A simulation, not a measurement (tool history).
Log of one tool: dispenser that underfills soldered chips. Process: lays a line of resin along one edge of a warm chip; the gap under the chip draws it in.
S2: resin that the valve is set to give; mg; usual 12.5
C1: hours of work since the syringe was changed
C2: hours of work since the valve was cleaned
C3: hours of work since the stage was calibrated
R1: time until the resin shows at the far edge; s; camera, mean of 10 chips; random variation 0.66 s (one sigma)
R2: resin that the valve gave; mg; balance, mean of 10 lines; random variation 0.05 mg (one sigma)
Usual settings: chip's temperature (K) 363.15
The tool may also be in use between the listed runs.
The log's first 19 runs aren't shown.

At day 6.254: new syringe of resin.
Run 20, day 6.446: usual settings but chip's temperature (K) 367.15, S2 12.4 mg; C1 3; C2 96; C3 463. Result: R1 65.8 s, R2 11.79 mg.
At day 6.838: dispensing valve cleaned and set on the balance.
At day 6.946: new syringe of resin.
Run 21, day 6.992: usual settings but chip's temperature (K) 367.15, S2 12.4 mg; C1 1; C2 3; C3 472. Result: R1 53.6 s, R2 12.29 mg.
Run 22, day 7.454: usual settings but chip's temperature (K) 368.15, S2 12.7 mg; C1 9; C2 11; C3 481. Result: R1 97.5 s, R2 12.74 mg.
At day 7.592: new syringe of resin.
Run 23, day 7.921: usual settings but chip's temperature (K) 368.15, S2 12.7 mg; C1 6; C2 20; C3 489. Result: R1 77.5 s, R2 12.63 mg.
Run 24, day 8.167: usual settings but chip's temperature (K) 368.15, S2 12.7 mg; C1 11; C2 24; C3 493. Result: R1 108.9 s, R2 12.51 mg.
At day 8.254: new syringe of resin.
Run 25, day 8.625: usual settings but chip's temperature (K) 377.15, S2 15.7 mg; C1 7; C2 32; C3 502. Result: R1 59.3 s, R2 15.47 mg.
At day 8.921: new syringe of resin.
Run 26, day 9.142: usual settings but chip's temperature (K) 354.15, S2 14.8 mg; C1 4; C2 42; C3 511. Result: R1 101.1 s, R2 14.51 mg.
At day 9.575: new syringe of resin.
Run 27, day 9.600: usual settings but chip's temperature (K) 377.15, S2 14.5 mg; C1 0; C2 50; C3 519. Result: R1 38.5 s, R2 14.22 mg.
Run 28, day 10.029: usual settings but chip's temperature (K) 377.15, S2 12.7 mg; C1 8; C2 58; C3 527. Result: R1 69.2 s, R2 12.36 mg.
At day 10.208: new syringe of resin.
Run 29, day 10.358: usual settings but chip's temperature (K) 372.15, S2 13.3 mg; C1 3; C2 64; C3 533. Result: R1 53.3 s, R2 13.05 mg.
Run 30, day 10.675: usual settings but chip's temperature (K) 361.15, S2 11.6 mg; C1 9; C2 70; C3 539. Result: R1 114.1 s, R2 11.31 mg.
At day 10.842: new syringe of resin.
Run 31, day 11.117: usual settings but chip's temperature (K) 361.15, S2 11.6 mg; C1 5; C2 78; C3 547. Result: R1 90.1 s, R2 11.25 mg.
Run 32, day 11.367: usual settings but chip's temperature (K) 352.15, S2 14.6 mg; C1 10; C2 82; C3 552. Result: R1 163.2 s, R2 14.14 mg.
At day 11.479: new syringe of resin.
Run 33, day 11.712: usual settings but chip's temperature (K) 352.15, S2 14.6 mg; C1 4; C2 88; C3 558. Result: R1 108.0 s, R2 13.99 mg.
Run 34, day 12.079: usual settings but chip's temperature (K) 352.15, S2 14.1 mg; C1 11; C2 95; C3 565. Result: R1 177.2 s, R2 13.52 mg.
At day 12.133: new syringe of resin.
Run 35, day 12.321: usual settings but chip's temperature (K) 369.15, S2 13.4 mg; C1 3; C2 99; C3 569. Result: R1 60.5 s, R2 12.90 mg.
At day 12.529: dispensing valve cleaned and set on the balance.
At day 12.838: new syringe of resin.
Run 36, day 12.871: usual settings but chip's temperature (K) 358.15, S2 11.4 mg; C1 1; C2 6; C3 578. Result: R1 69.3 s, R2 11.44 mg.

3 ways to go on from here, each from the tool as it stands after run 36. What would each give?
Run A, day 13.275: usual settings but chip's temperature (K) 358.15, S2 15.3 mg; C1 8; C2 14; C3 585. Result: R1 ?, R2 ?.
Run B, day 13.275: usual settings but chip's temperature (K) 376.15, S2 15.0 mg; C1 8; C2 14; C3 585. Result: R1 ?, R2 ?.
Run C, day 13.275: usual settings but chip's temperature (K) 375.15, S2 14.0 mg; C1 8; C2 14; C3 585. Result: R1 ?, R2 ?.

run     R1     R2
  A  117.2  15.26
  B   68.3  14.94
  C   69.7  13.99
Without the tool's hidden state the same runs would have given:
run    R1     R2
  A  67.7  15.30
  B  39.4  14.98
  C  40.2  14.03
